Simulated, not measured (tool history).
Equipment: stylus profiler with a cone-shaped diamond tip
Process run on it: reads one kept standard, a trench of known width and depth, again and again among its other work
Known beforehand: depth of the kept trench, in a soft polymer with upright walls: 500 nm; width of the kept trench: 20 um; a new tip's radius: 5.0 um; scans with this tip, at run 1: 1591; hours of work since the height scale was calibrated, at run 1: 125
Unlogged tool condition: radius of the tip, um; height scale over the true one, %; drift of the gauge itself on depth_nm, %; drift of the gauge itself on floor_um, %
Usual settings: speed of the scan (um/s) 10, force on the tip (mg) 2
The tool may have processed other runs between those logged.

run   hour  speed of the scan (um/s)  force on the tip (mg)  scans with this tip  hours of work since the height scale was calibrated  depth of the trench (Å)  width of the trench's floor (um)
  1      0                        10                      2                 1591                                                  125                   5052.3                              15.6
  2   32.6                         3                      2                 1843                                                  145                   5052.8                             15.65
  3     69                         3                      2                 2124                                                  167                   5053.5                             15.66
  4     97                        10                      2                 2341                                                  184                   5053.4                              15.6
  5  125.7                        10                      2                 2562                                                  201                   5053.4                             15.62
  6  157.1                        10                      2                 2804                                                  220                     5052                             15.62
  7  181.4                         2                   0.76                 2993                                                  235                   5026.8                             15.62
  8  202.2                         2                   0.76                 3153                                                  248                   5028.3                             15.63
  9  233.6                        27                    3.9                 3395                                                  267                   5081.8                             15.54
 10  269.2                        14                   5.06                 3671                                                  288                   5097.8                             15.63
 11  298.4                        14                   5.06                 3896                                                  306                     5099                             15.61

Each row is a separate what-if for the run after 11, all from the same tool condition, not one after another. Results?
  A   336                         4                      3                 4187                                                  329                        ?                                 ?
  B   336                         2                   3.81                 4187                                                  329                        ?                                 ?
  C   336                         3                      2                 4187                                                  329                        ?                                 ?
  D   336                        13                   2.04                 4187                                                  329                        ?                                 ?

run  depth of the trench (Å)  width of the trench's floor (um)
  A                   5065.4                              15.6
  B                   5079.4                             15.66
  C                   5053.9                             15.64
  D                     5053                             15.59
Stripped of hidden state, with their random variation kept, the same runs would have yielded:
run  depth of the trench (Å)  width of the trench's floor (um)
  A                   5065.4                             15.61
  B                   5079.5                             15.66
  C                     5054                             15.64
  D                   5053.1                             15.59
